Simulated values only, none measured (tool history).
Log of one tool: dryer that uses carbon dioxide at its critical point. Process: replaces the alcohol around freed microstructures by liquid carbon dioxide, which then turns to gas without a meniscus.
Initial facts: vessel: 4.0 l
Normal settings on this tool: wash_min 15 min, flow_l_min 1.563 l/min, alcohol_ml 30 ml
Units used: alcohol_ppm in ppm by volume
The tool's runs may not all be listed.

run 1 hour=0.0 | wash_min=15 flow_l_min=1.563 alcohol_ml=30 | alcohol_ppm=144
run 2 hour=12.1 | wash_min=15 flow_l_min=1.563 alcohol_ml=30 | alcohol_ppm=148
run 3 hour=29.8 | wash_min=15 flow_l_min=1.563 alcohol_ml=30 | alcohol_ppm=145
run 4 hour=39.9 | wash_min=15 flow_l_min=1.563 alcohol_ml=30 | alcohol_ppm=149
run 5 hour=56.9 | wash_min=15 flow_l_min=1.563 alcohol_ml=35 | alcohol_ppm=176
run 6 hour=73.6 | wash_min=15 flow_l_min=1.563 alcohol_ml=30 | alcohol_ppm=163
run 7 hour=90.5 | wash_min=15 flow_l_min=1.510 alcohol_ml=30 | alcohol_ppm=187
run 8 hour=107.6 | wash_min=15 flow_l_min=1.510 alcohol_ml=30 | alcohol_ppm=193
run 9 hour=119.7 | wash_min=15 flow_l_min=1.510 alcohol_ml=30 | alcohol_ppm=187
run 10 hour=138.2 | wash_min=15 flow_l_min=1.563 alcohol_ml=49 | alcohol_ppm=270
run 11 hour=152.3 | wash_min=10 flow_l_min=1.563 alcohol_ml=49 | alcohol_ppm=937
run 12 hour=167.8 | wash_min=10 flow_l_min=1.563 alcohol_ml=49 | alcohol_ppm=967
run 13 hour=177.8 | wash_min=10 flow_l_min=1.563 alcohol_ml=49 | alcohol_ppm=918
run 14 hour=186.9 | wash_min=10 flow_l_min=1.563 alcohol_ml=49 | alcohol_ppm=950
run 15 hour=205.7 | wash_min=10 flow_l_min=1.563 alcohol_ml=49 | alcohol_ppm=977
run 16 hour=223.3 | wash_min=14 flow_l_min=1.660 alcohol_ml=30 | alcohol_ppm=187
run 17 hour=236.0 | wash_min=14 flow_l_min=1.660 alcohol_ml=30 | alcohol_ppm=194
run 18 hour=255.1 | wash_min=16 flow_l_min=1.563 alcohol_ml=66 | alcohol_ppm=310
run 19 hour=264.3 | wash_min=24 flow_l_min=1.920 alcohol_ml=39 | alcohol_ppm=32
run 20 hour=277.9 | wash_min=24 flow_l_min=1.920 alcohol_ml=39 | alcohol_ppm=27
run 21 hour=296.7 | wash_min=24 flow_l_min=1.920 alcohol_ml=39 | alcohol_ppm=27
run 22 hour=315.0 | wash_min=12 flow_l_min=1.500 alcohol_ml=31 | alcohol_ppm=469
run 23 hour=333.3 | wash_min=15 flow_l_min=1.220 alcohol_ml=30 | alcohol_ppm=457
run 24 hour=351.1 | wash_min=15 flow_l_min=2.500 alcohol_ml=30 | alcohol_ppm=39
run 25 hour=367.1 | wash_min=15 flow_l_min=1.660 alcohol_ml=48 | alcohol_ppm=263
run 26 hour=376.2 | wash_min=17 flow_l_min=1.450 alcohol_ml=102 | alcohol_ppm=569
run 27 hour=392.2 | wash_min=19 flow_l_min=1.460 alcohol_ml=106 | alcohol_ppm=383
run 28 hour=403.8 | wash_min=9 flow_l_min=1.300 alcohol_ml=58 | alcohol_ppm=2437
-- hour=413.2 inlet filter changed
run 29 hour=421.8 | wash_min=9 flow_l_min=1.300 alcohol_ml=58 | alcohol_ppm=1828

Consider 4 possible next runs. They are alternatives, not a sequence: every one starts from the tool as it was left by run 29. What does each give?
run A hour=435.2 | wash_min=10 flow_l_min=2.450 alcohol_ml=26 | alcohol_ppm=?
run B hour=435.2 | wash_min=14 flow_l_min=1.060 alcohol_ml=30 | alcohol_ppm=?
run C hour=435.2 | wash_min=15 flow_l_min=1.563 alcohol_ml=32 | alcohol_ppm=?
run D hour=435.2 | wash_min=15 flow_l_min=1.563 alcohol_ml=32 | alcohol_ppm=?

run=A alcohol_ppm=103
run=B alcohol_ppm=580
run=C alcohol_ppm=168
run=D alcohol_ppm=157
With the hidden condition removed and each run's random variation left untouched, the same runs would have given:
run=A alcohol_ppm=71
run=B alcohol_ppm=538
run=C alcohol_ppm=135
run=D alcohol_ppm=124

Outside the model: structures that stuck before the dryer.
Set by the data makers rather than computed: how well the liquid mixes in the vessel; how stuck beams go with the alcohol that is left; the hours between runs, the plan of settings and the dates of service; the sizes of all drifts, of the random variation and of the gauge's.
